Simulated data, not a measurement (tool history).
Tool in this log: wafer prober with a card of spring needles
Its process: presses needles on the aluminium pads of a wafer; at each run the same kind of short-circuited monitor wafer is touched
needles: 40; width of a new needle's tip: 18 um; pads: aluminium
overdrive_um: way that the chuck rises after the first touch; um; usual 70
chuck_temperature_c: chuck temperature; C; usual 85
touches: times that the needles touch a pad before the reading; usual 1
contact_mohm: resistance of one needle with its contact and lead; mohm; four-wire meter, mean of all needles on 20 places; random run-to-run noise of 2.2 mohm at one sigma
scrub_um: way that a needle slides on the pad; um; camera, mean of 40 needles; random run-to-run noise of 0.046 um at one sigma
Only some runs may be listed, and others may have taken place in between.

run,hour,overdrive_um,chuck_temperature_c,touches,contact_mohm,scrub_um
1,0,70,85,1,240,8.64
# hour 4.2: tips cleaned on abrasive film
# hour 11: tips cleaned on abrasive film
# hour 17.4: tips cleaned on abrasive film
2,17.4,70,85,1,242,8.58
# hour 22.9: tips cleaned on abrasive film
# hour 29.7: tips cleaned on abrasive film
3,33.7,70,85,1,241,8.64
# hour 36.6: tips cleaned on abrasive film
# hour 42.1: tips cleaned on abrasive film
# hour 48.9: tips cleaned on abrasive film
# hour 55.8: tips cleaned on abrasive film
# hour 62.7: tips cleaned on abrasive film
4,64.6,70,85,1,237,8.7
# hour 68.8: tips cleaned on abrasive film
# hour 75.6: tips cleaned on abrasive film
5,78.8,70,85,1,242,8.65
# hour 81.5: tips cleaned on abrasive film
# hour 88.3: tips cleaned on abrasive film
# hour 95.2: tips cleaned on abrasive film
# hour 102.1: tips cleaned on abrasive film
# hour 107.6: tips cleaned on abrasive film
6,109,70,85,1,239,8.7
# hour 113.1: tips cleaned on abrasive film
# hour 120: tips cleaned on abrasive film
# hour 125.5: tips cleaned on abrasive film
# hour 132.1: tips cleaned on abrasive film
7,132.1,70,85,1,235,8.68
# hour 139: tips cleaned on abrasive film
# hour 145.8: tips cleaned on abrasive film
8,145.8,70,85,2,237,8.69
# hour 147.5: height of the first contact set anew
# hour 151.6: tips cleaned on abrasive film
# hour 158.5: tips cleaned on abrasive film
# hour 164: tips cleaned on abrasive film
9,165.4,70,85,1,237,8.72
# hour 169.5: tips cleaned on abrasive film
# hour 175: tips cleaned on abrasive film
10,179.1,62,85,1,242,7.69
# hour 180.6: tips cleaned on abrasive film
# hour 186.1: tips cleaned on abrasive film
# hour 193: tips cleaned on abrasive film
11,195.1,58,85,1,240,7.2
# hour 199.3: tips cleaned on abrasive film
# hour 206.1: tips cleaned on abrasive film
12,211.1,70,70,1,230,8.77
# hour 212.5: tips cleaned on abrasive film
# hour 219.4: tips cleaned on abrasive film
# hour 226.2: tips cleaned on abrasive film
13,229.9,70,85,1,236,8.74
# hour 232.7: tips cleaned on abrasive film
# hour 239.6: tips cleaned on abrasive film
# hour 245.1: tips cleaned on abrasive film
# hour 250.6: tips cleaned on abrasive film
# hour 257.5: tips cleaned on abrasive film
14,258.6,70,85,1,239,8.73
# hour 264.1: tips cleaned on abrasive film
# hour 270.9: tips cleaned on abrasive film
# hour 277.8: tips cleaned on abrasive film
# hour 284.7: tips cleaned on abrasive film
15,288.5,70,52,1,232,8.76
# hour 291.3: tips cleaned on abrasive film
# hour 298.2: tips cleaned on abrasive film
# hour 305.1: tips cleaned on abrasive film
# hour 310.6: tips cleaned on abrasive film
# hour 317.4: tips cleaned on abrasive film
16,317.7,70,52,1,231,8.85
# hour 323.2: tips cleaned on abrasive film
# hour 328.7: tips cleaned on abrasive film
# hour 335.6: tips cleaned on abrasive film
17,335.7,70,52,1,231,8.8
# hour 341.2: tips cleaned on abrasive film
# hour 348.1: tips cleaned on abrasive film
# hour 354.9: tips cleaned on abrasive film
18,359,52,120,2,250,6.6
# hour 361.7: tips cleaned on abrasive film
# hour 368.6: tips cleaned on abrasive film
# hour 374.1: tips cleaned on abrasive film
# hour 381: tips cleaned on abrasive film
# hour 387.8: tips cleaned on abrasive film
19,390.8,70,48,1,229,8.85
# hour 393.7: tips cleaned on abrasive film
# hour 400.5: tips cleaned on abrasive film
# hour 407.4: tips cleaned on abrasive film
# hour 413.5: tips cleaned on abrasive film
20,413.5,59,110,1,246,7.41
# hour 419.1: tips cleaned on abrasive film
# hour 425.9: tips cleaned on abrasive film
# hour 432.8: tips cleaned on abrasive film
# hour 439.7: tips cleaned on abrasive film
21,440.3,59,110,1,246,7.51
# hour 445.8: tips cleaned on abrasive film
# hour 452.6: tips cleaned on abrasive film
# hour 458.1: gauge calibrated
# hour 459.5: tips cleaned on abrasive film
22,463.6,53,40,1,230,6.42
# hour 466.4: tips cleaned on abrasive film
# hour 473.2: tips cleaned on abrasive film
# hour 479.2: tips cleaned on abrasive film
23,479.2,53,53,1,237,6.49

Forecast run 24:
# hour 484.7: tips cleaned on abrasive film
# hour 491.6: tips cleaned on abrasive film
24,493.8,70,71,1,?,?

{"run 24": {"contact_mohm": 239, "scrub_um": 8.71}}
Minus the tool's unlogged condition, the same run would have read contact_mohm 239 mohm, scrub_um 8.7 um.
